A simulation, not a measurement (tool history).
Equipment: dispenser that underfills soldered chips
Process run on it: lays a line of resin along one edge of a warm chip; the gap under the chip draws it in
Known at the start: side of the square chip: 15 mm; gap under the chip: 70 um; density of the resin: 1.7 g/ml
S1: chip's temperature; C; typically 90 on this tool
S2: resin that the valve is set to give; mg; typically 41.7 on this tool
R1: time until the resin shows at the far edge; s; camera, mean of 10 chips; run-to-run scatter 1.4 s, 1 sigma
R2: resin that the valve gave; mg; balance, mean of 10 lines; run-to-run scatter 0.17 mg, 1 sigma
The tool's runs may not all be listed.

| run | day | S1 | S2 | R1 | R2 |
|---|---|---|---|---|---|
| 1 | 0 | 90 | 41.7 | 301.3 | 40.71 |
| 2 | 0.746 | 90 | 41.7 | 127.6 | 40.26 |
| 3 | 1.438 | 90 | 41.7 | 134.5 | 39.79 |
| 4 | 2.083 | 90 | 41.7 | 129.7 | 39.4 |
| 5 | 2.383 | 90 | 41.7 | 193.8 | 39.11 |
| 6 | 2.708 | 90 | 41.7 | 304.5 | 39.45 |
| 7 | 3.092 | 90 | 41.7 | 199.3 | 38.85 |
| 8 | 3.612 | 89 | 41.7 | 171.9 | 38.1 |
| 9 | 3.992 | 89 | 41.7 | 292.2 | 38.44 |
| 10 | 4.338 | 90 | 41.7 | 184.1 | 38.09 |
| 11 | 4.883 | 90 | 41.7 | 147.5 | 37.92 |
| 12 | 5.492 | 94 | 41.7 | 106.7 | 37.45 |
| 13 | 5.912 | 94 | 41.7 | 192.3 | 37.04 |
| 14 | 6.617 | 90 | 41.7 | 217.6 | 41.29 |
| 15 | 7.35 | 90 | 41.7 | 237.8 | 40.86 |
| 16 | 7.7 | 90 | 41.7 | 150.9 | 40.82 |
| 17 | 8.038 | 90 | 53.4 | 237.7 | 51.66 |
| 18 | 8.738 | 90 | 53.4 | 236.8 | 50.8 |
| 19 | 9.212 | 84 | 41.4 | 240.7 | 39.3 |
| 20 | 9.938 | 85 | 41.4 | 239.1 | 39.3 |
| 21 | 10.496 | 91 | 42.5 | 160.4 | 39.91 |
| 22 | 10.983 | 104 | 53.5 | 68.5 | 49.29 |
| 23 | 11.7 | 98 | 46.9 | 88.1 | 42.96 |
| 24 | 12.233 | 98 | 46.9 | 187.9 | 42.48 |
| 25 | 12.712 | 98 | 46.9 | 138.7 | 42.07 |
| 26 | 13.158 | 89 | 44.3 | 149.4 | 39.65 |
| 27 | 13.912 | 103 | 44.3 | 85.7 | 44.48 |
| 28 | 14.458 | 103 | 44.3 | 70.1 | 43.93 |
| 29 | 15.171 | 80 | 43 | 193 | 41.96 |
| 30 | 15.675 | 79 | 52.2 | 392.6 | 50.22 |
| 31 | 16.175 | 99 | 43.6 | 132.1 | 42.06 |
| 32 | 16.646 | 82 | 50.8 | 212.1 | 48.76 |
| 33 | 17.183 | 102 | 41.7 | 78.5 | 39.28 |
| 34 | 17.496 | 96 | 41.7 | 156.4 | 39.21 |
| 35 | 18.158 | 96 | 41.7 | 152.6 | 38.74 |
| 36 | 18.742 | 105 | 40.4 | 89.1 | 37.47 |

The log once held 30 entries between its listed runs, left out of this copy. Where does each go, and what is different about the tool's unlogged condition between the listed run before it and the listed run after it?
Run 1 -> run 2: new syringe of resin (day 0.071); new syringe of resin (day 0.746)
  resin's viscosity, % of fresh resin's: 235.6 -> 98.5; dose that the valve gives, % of what is set: 97.62 -> 96.53; true chip temperature over the reading, C: 0.82 -> 0.91
  the result without the hidden state subtracted from the measured one, R1: +169 -> -6.6 s; R2: -0.99 -> -1.45 mg
Run 2 -> run 3: new syringe of resin (day 1.425)
  resin's viscosity, % of fresh resin's: 98.5 -> 102.4; dose that the valve gives, % of what is set: 96.53 -> 95.5; true chip temperature over the reading, C: 0.91 -> 1
  the result without the hidden state subtracted from the measured one, R1: -6.6 -> -1.9 s; R2: -1.45 -> -1.87 mg
Run 3 -> run 4: new syringe of resin (day 2.083)
  resin's viscosity, % of fresh resin's: 102.4 -> 99; dose that the valve gives, % of what is set: 95.5 -> 94.57; true chip temperature over the reading, C: 1 -> 1.08
  the result without the hidden state subtracted from the measured one, R1: -1.9 -> -6.7 s; R2: -1.87 -> -2.27 mg
Run 6 -> run 7: new syringe of resin (day 2.775)
  resin's viscosity, % of fresh resin's: 234.5 -> 154.1; dose that the valve gives, % of what is set: 93.66 -> 93.11; true chip temperature over the reading, C: 1.16 -> 1.19
  the result without the hidden state subtracted from the measured one, R1: +169.3 -> +64.4 s; R2: -2.67 -> -2.87 mg
Run 7 -> run 8: new syringe of resin (day 3.433)
  resin's viscosity, % of fresh resin's: 154.1 -> 127.5; dose that the valve gives, % of what is set: 93.11 -> 92.27; true chip temperature over the reading, C: 1.19 -> 1.26
  the result without the hidden state subtracted from the measured one, R1: +64.4 -> +31 s; R2: -2.87 -> -3.19 mg
Run 9 -> run 10: new syringe of resin (day 4.096)
  resin's viscosity, % of fresh resin's: 214.8 -> 141.2; dose that the valve gives, % of what is set: 91.74 -> 91.28; true chip temperature over the reading, C: 1.31 -> 1.35
  the result without the hidden state subtracted from the measured one, R1: +150 -> +47.4 s; R2: -3.46 -> -3.64 mg
Run 10 -> run 11: new syringe of resin (day 4.771)
  resin's viscosity, % of fresh resin's: 141.2 -> 116.6; dose that the valve gives, % of what is set: 91.28 -> 90.49; true chip temperature over the reading, C: 1.35 -> 1.42
  the result without the hidden state subtracted from the measured one, R1: +47.4 -> +14.8 s; R2: -3.64 -> -3.98 mg
Run 11 -> run 12: new syringe of resin (day 5.483)
  resin's viscosity, % of fresh resin's: 116.6 -> 100; dose that the valve gives, % of what is set: 90.49 -> 89.62; true chip temperature over the reading, C: 1.42 -> 1.5
  the result without the hidden state subtracted from the measured one, R1: +14.8 -> -5.1 s; R2: -3.98 -> -4.34 mg
Run 13 -> run 14: dispensing valve cleaned and set on the balance (day 6.004); new syringe of resin (day 6.217)
  resin's viscosity, % of fresh resin's: 178.6 -> 173.2; dose that the valve gives, % of what is set: 88.98 -> 98.94; true chip temperature over the reading, C: 1.55 -> 1.64
  the result without the hidden state subtracted from the measured one, R1: +79.4 -> +82.5 s; R2: -4.59 -> -0.44 mg
Run 14 -> run 15: new syringe of resin (day 6.879)
  resin's viscosity, % of fresh resin's: 173.2 -> 193.2; dose that the valve gives, % of what is set: 98.94 -> 97.9; true chip temperature over the reading, C: 1.64 -> 1.73
  the result without the hidden state subtracted from the measured one, R1: +82.5 -> +105.1 s; R2: -0.44 -> -0.88 mg
Run 15 -> run 16: new syringe of resin (day 7.567)
  resin's viscosity, % of fresh resin's: 193.2 -> 120.9; dose that the valve gives, % of what is set: 97.9 -> 97.31; true chip temperature over the reading, C: 1.73 -> 1.77
  the result without the hidden state subtracted from the measured one, R1: +105.1 -> +16.2 s; R2: -0.88 -> -1.13 mg
Run 17 -> run 18: new syringe of resin (day 8.254)
  resin's viscosity, % of fresh resin's: 193.1 -> 193.5; dose that the valve gives, % of what is set: 96.8 -> 95.89; true chip temperature over the reading, C: 1.81 -> 1.9
  the result without the hidden state subtracted from the measured one, R1: +104.3 -> +103.7 s; R2: -1.7 -> -2.18 mg
Run 18 -> run 19: new syringe of resin (day 8.942)
  resin's viscosity, % of fresh resin's: 193.5 -> 145.7; dose that the valve gives, % of what is set: 95.89 -> 95.21; true chip temperature over the reading, C: 1.9 -> 1.96
  the result without the hidden state subtracted from the measured one, R1: +103.7 -> +61.1 s; R2: -2.18 -> -1.98 mg
Run 19 -> run 20: new syringe of resin (day 9.608)
  resin's viscosity, % of fresh resin's: 145.7 -> 155.7; dose that the valve gives, % of what is set: 95.21 -> 94.15; true chip temperature over the reading, C: 1.96 -> 2.05
  the result without the hidden state subtracted from the measured one, R1: +61.1 -> +71.7 s; R2: -1.98 -> -2.44 mg
Run 20 -> run 21: new syringe of resin (day 10.271)
  resin's viscosity, % of fresh resin's: 155.7 -> 136.8; dose that the valve gives, % of what is set: 94.15 -> 93.31; true chip temperature over the reading, C: 2.05 -> 2.12
  the result without the hidden state subtracted from the measured one, R1: +71.7 -> +32.8 s; R2: -2.44 -> -2.87 mg
Run 21 -> run 22: new syringe of resin (day 10.962)
  resin's viscosity, % of fresh resin's: 136.8 -> 103.9; dose that the valve gives, % of what is set: 93.31 -> 92.61; true chip temperature over the reading, C: 2.12 -> 2.18
  the result without the hidden state subtracted from the measured one, R1: +32.8 -> -3.5 s; R2: -2.87 -> -3.94 mg
Run 22 -> run 23: new syringe of resin (day 11.65)
  resin's viscosity, % of fresh resin's: 103.9 -> 105.7; dose that the valve gives, % of what is set: 92.61 -> 91.53; true chip temperature over the reading, C: 2.18 -> 2.26
  the result without the hidden state subtracted from the measured one, R1: -3.5 -> -3.1 s; R2: -3.94 -> -3.97 mg
Run 24 -> run 25: new syringe of resin (day 12.35)
  resin's viscosity, % of fresh resin's: 220.3 -> 163.7; dose that the valve gives, % of what is set: 90.69 -> 89.99; true chip temperature over the reading, C: 2.33 -> 2.38
  the result without the hidden state subtracted from the measured one, R1: +94.4 -> +45.6 s; R2: -4.35 -> -4.69 mg
Run 25 -> run 26: new syringe of resin (day 13.029)
  resin's viscosity, % of fresh resin's: 163.7 -> 117.9; dose that the valve gives, % of what is set: 89.99 -> 89.36; true chip temperature over the reading, C: 2.38 -> 2.44
  the result without the hidden state subtracted from the measured one, R1: +45.6 -> +10 s; R2: -4.69 -> -4.73 mg
Run 26 -> run 27: new syringe of resin (day 13.683); dispensing valve cleaned and set on the balance (day 13.788)
  resin's viscosity, % of fresh resin's: 117.9 -> 127.6; dose that the valve gives, % of what is set: 89.36 -> 99.85; true chip temperature over the reading, C: 2.44 -> 2.53
  the result without the hidden state subtracted from the measured one, R1: +10 -> +11.1 s; R2: -4.73 -> -0.07 mg
Run 27 -> run 28: new syringe of resin (day 14.433)
  resin's viscosity, % of fresh resin's: 127.6 -> 102.7; dose that the valve gives, % of what is set: 99.85 -> 99.03; true chip temperature over the reading, C: 2.53 -> 2.6
  the result without the hidden state subtracted from the measured one, R1: +11.1 -> -5.9 s; R2: -0.07 -> -0.43 mg
Run 28 -> run 29: new syringe of resin (day 15.142)
  resin's viscosity, % of fresh resin's: 102.7 -> 103.9; dose that the valve gives, % of what is set: 99.03 -> 97.88; true chip temperature over the reading, C: 2.6 -> 2.69
  the result without the hidden state subtracted from the measured one, R1: -5.9 -> -17.5 s; R2: -0.43 -> -0.91 mg
Run 30 -> run 31: new syringe of resin (day 15.808)
  resin's viscosity, % of fresh resin's: 207.9 -> 164; dose that the valve gives, % of what is set: 97.15 -> 96.39; true chip temperature over the reading, C: 2.75 -> 2.82
  the result without the hidden state subtracted from the measured one, R1: +177.5 -> +41.4 s; R2: -1.47 -> -1.57 mg
Run 31 -> run 32: new syringe of resin (day 16.458)
  resin's viscosity, % of fresh resin's: 164 -> 126.5; dose that the valve gives, % of what is set: 96.39 -> 95.72; true chip temperature over the reading, C: 2.82 -> 2.88
  the result without the hidden state subtracted from the measured one, R1: +41.4 -> +20.6 s; R2: -1.57 -> -2.18 mg
Run 32 -> run 33: new syringe of resin (day 17.129)
  resin's viscosity, % of fresh resin's: 126.5 -> 110.5; dose that the valve gives, % of what is set: 95.72 -> 94.9; true chip temperature over the reading, C: 2.88 -> 2.94
  the result without the hidden state subtracted from the measured one, R1: +20.6 -> -1.2 s; R2: -2.18 -> -2.11 mg
Run 34 -> run 35: new syringe of resin (day 17.783)
  resin's viscosity, % of fresh resin's: 169.5 -> 166.5; dose that the valve gives, % of what is set: 94.39 -> 93.41; true chip temperature over the reading, C: 2.98 -> 3.06
  the result without the hidden state subtracted from the measured one, R1: +52.4 -> +48.9 s; R2: -2.33 -> -2.74 mg
Run 35 -> run 36: new syringe of resin (day 18.483)
  resin's viscosity, % of fresh resin's: 166.5 -> 143.6; dose that the valve gives, % of what is set: 93.41 -> 92.54; true chip temperature over the reading, C: 3.06 -> 3.13
  the result without the hidden state subtracted from the measured one, R1: +48.9 -> +19.4 s; R2: -2.74 -> -3.02 mg

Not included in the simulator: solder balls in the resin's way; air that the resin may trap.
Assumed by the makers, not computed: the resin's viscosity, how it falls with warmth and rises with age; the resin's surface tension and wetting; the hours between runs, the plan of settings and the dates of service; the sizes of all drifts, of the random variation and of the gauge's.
